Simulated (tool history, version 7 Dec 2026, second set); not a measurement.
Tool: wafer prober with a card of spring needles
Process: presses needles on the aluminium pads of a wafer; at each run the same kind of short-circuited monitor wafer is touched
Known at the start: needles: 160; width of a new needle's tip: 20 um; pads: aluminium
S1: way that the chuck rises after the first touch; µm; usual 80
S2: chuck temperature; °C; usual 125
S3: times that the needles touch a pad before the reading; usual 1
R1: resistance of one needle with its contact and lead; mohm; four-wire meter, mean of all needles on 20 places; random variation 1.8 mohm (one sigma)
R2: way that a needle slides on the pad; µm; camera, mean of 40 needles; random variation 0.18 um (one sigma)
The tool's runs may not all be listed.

run     day  S1   S2  S3   R1     R2
  1       0  80  125   1  267  17.98
      0.058  -- tips cleaned on abrasive film
      0.288  -- tips cleaned on abrasive film
      0.571  -- tips cleaned on abrasive film
  2   0.788  80  125   1  266  18.13
      0.846  -- tips cleaned on abrasive film
      1.129  -- tips cleaned on abrasive film
      1.358  -- tips cleaned on abrasive film
      1.642  -- tips cleaned on abrasive film
  3   1.646  80  125   2  199  18.01
      1.875  -- tips cleaned on abrasive film
      2.104  -- tips cleaned on abrasive film
      2.388  -- tips cleaned on abrasive film
  4   2.479  80  125   1  242  17.92
       2.65  -- tips cleaned on abrasive film
      2.879  -- tips cleaned on abrasive film
      3.162  -- tips cleaned on abrasive film
      3.392  -- tips cleaned on abrasive film
      3.675  -- tips cleaned on abrasive film
        3.9  -- tips cleaned on abrasive film
  5   4.079  80  123   1  267  17.88
      4.138  -- tips cleaned on abrasive film
      4.425  -- tips cleaned on abrasive film
      4.708  -- tips cleaned on abrasive film
      4.967  -- tips cleaned on abrasive film
  6   4.967  80  123   1  201   17.8
       5.25  -- tips cleaned on abrasive film
      5.475  -- tips cleaned on abrasive film
      5.758  -- tips cleaned on abrasive film
      6.042  -- tips cleaned on abrasive film
  7   6.208  80  125   1  261  17.82
      6.325  -- tips cleaned on abrasive film
      6.608  -- tips cleaned on abrasive film
      6.838  -- tips cleaned on abrasive film
      7.121  -- tips cleaned on abrasive film
      7.404  -- tips cleaned on abrasive film
      7.629  -- tips cleaned on abrasive film
  8   7.688  80  125   1  223  17.34
      7.858  -- tips cleaned on abrasive film
      8.088  -- tips cleaned on abrasive film
      8.371  -- tips cleaned on abrasive film
      8.654  -- tips cleaned on abrasive film
      8.883  -- tips cleaned on abrasive film
  9   9.104  80  125   1  277  17.41
      9.162  -- tips cleaned on abrasive film
      9.446  -- tips cleaned on abrasive film
      9.675  -- tips cleaned on abrasive film
      9.958  -- tips cleaned on abrasive film
 10  10.112  80  125   1  264  17.44
     10.229  -- tips cleaned on abrasive film
     10.512  -- tips cleaned on abrasive film
     10.796  -- tips cleaned on abrasive film
     11.021  -- tips cleaned on abrasive film
 11  11.154  80  125   1  260  17.11
     11.271  -- tips cleaned on abrasive film
     11.554  -- tips cleaned on abrasive film
     11.783  -- tips cleaned on abrasive film
 12  11.975  93  125   1  250  20.14
     12.033  -- tips cleaned on abrasive film
     12.321  -- tips cleaned on abrasive film
     12.604  -- tips cleaned on abrasive film
     12.829  -- tips cleaned on abrasive film
     13.112  -- tips cleaned on abrasive film
     13.392  -- tips cleaned on abrasive film
 13  13.392  93  125   1  195  20.16
     13.675  -- tips cleaned on abrasive film
     13.958  -- tips cleaned on abrasive film
     14.242  -- tips cleaned on abrasive film
     14.421  -- height of the first contact set anew
     14.538  -- tips cleaned on abrasive film
 14  14.738  96  125   1  262  19.71
     14.796  -- tips cleaned on abrasive film
     15.079  -- tips cleaned on abrasive film
     15.308  -- tips cleaned on abrasive film
     15.592  -- tips cleaned on abrasive film
     15.875  -- tips cleaned on abrasive film
     16.158  -- tips cleaned on abrasive film
     16.388  -- tips cleaned on abrasive film
 15  16.558  67   55   1  346  12.41
     16.621  -- tips cleaned on abrasive film
     16.904  -- tips cleaned on abrasive film
     17.129  -- tips cleaned on abrasive film
     17.412  -- tips cleaned on abrasive film
     17.642  -- tips cleaned on abrasive film
     17.925  -- tips cleaned on abrasive film
     18.154  -- tips cleaned on abrasive film
 16  18.238  80   28   2  228  15.24
     18.408  -- tips cleaned on abrasive film
     18.638  -- tips cleaned on abrasive film
     18.921  -- tips cleaned on abrasive film
     19.204  -- tips cleaned on abrasive film
 17  19.425  95  121   1  277  18.83
     19.483  -- tips cleaned on abrasive film
     19.767  -- tips cleaned on abrasive film
      20.05  -- tips cleaned on abrasive film
     20.333  -- tips cleaned on abrasive film
     20.617  -- tips cleaned on abrasive film
       20.9  -- tips cleaned on abrasive film
 18  21.054  80  121   1  304  15.08
     21.167  -- tips cleaned on abrasive film
     21.454  -- tips cleaned on abrasive film
     21.738  -- tips cleaned on abrasive film
     22.021  -- tips cleaned on abrasive film
 19  22.042  80  121   1  231  15.28
     22.271  -- tips cleaned on abrasive film
     22.554  -- tips cleaned on abrasive film
     22.838  -- tips cleaned on abrasive film
 20  22.854  80  121   1  223  15.28
     23.079  -- tips cleaned on abrasive film
     23.308  -- tips cleaned on abrasive film
     23.592  -- tips cleaned on abrasive film
     23.771  -- height of the first contact set anew, once more
 21  23.804  86   42   1  257  20.35
     23.867  -- tips cleaned on abrasive film
      24.15  -- tips cleaned on abrasive film
     24.433  -- tips cleaned on abrasive film
     24.717  -- tips cleaned on abrasive film
 22  24.829  64  125   1  291  14.79
         25  -- tips cleaned on abrasive film
     25.283  -- tips cleaned on abrasive film
     25.567  -- tips cleaned on abrasive film
 23  25.662  64  125   1  279   14.7
     25.833  -- tips cleaned on abrasive film
     26.117  -- tips cleaned on abrasive film
     26.346  -- tips cleaned on abrasive film
     26.629  -- tips cleaned on abrasive film
     26.854  -- tips cleaned on abrasive film
     27.142  -- tips cleaned on abrasive film
 24  27.238  69   85   1  268  16.09
     27.412  -- tips cleaned on abrasive film
     27.638  -- tips cleaned on abrasive film
     27.921  -- tips cleaned on abrasive film
     28.204  -- tips cleaned on abrasive film
     28.488  -- tips cleaned on abrasive film
     28.717  -- tips cleaned on abrasive film
         29  -- tips cleaned on abrasive film
 25  29.079  73   63   3  200   16.6

Forecast each of these 4 alternatives for the next run:
      29.25  -- tips cleaned on abrasive film
     29.533  -- tips cleaned on abrasive film
     29.817  -- tips cleaned on abrasive film
  A  29.942  94   63   3   ?   ?
      29.25  -- tips cleaned on abrasive film
     29.533  -- tips cleaned on abrasive film
     29.817  -- tips cleaned on abrasive film
  B  29.942  73   63   2   ?   ?
      29.25  -- tips cleaned on abrasive film
     29.533  -- tips cleaned on abrasive film
     29.817  -- tips cleaned on abrasive film
  C  29.942  80   90   1   ?   ?
      29.25  -- tips cleaned on abrasive film
     29.533  -- tips cleaned on abrasive film
     29.817  -- tips cleaned on abrasive film
  D  29.942  75  125   2   ?   ?

run   R1     R2
  A  195  21.64
  B  237  16.39
  C  259  18.31
  D  245  16.96
Without the tool's hidden state the same runs would have given:
run   R1     R2
  A  171  22.19
  B  177  16.93
  C  181  18.86
  D  191  17.51

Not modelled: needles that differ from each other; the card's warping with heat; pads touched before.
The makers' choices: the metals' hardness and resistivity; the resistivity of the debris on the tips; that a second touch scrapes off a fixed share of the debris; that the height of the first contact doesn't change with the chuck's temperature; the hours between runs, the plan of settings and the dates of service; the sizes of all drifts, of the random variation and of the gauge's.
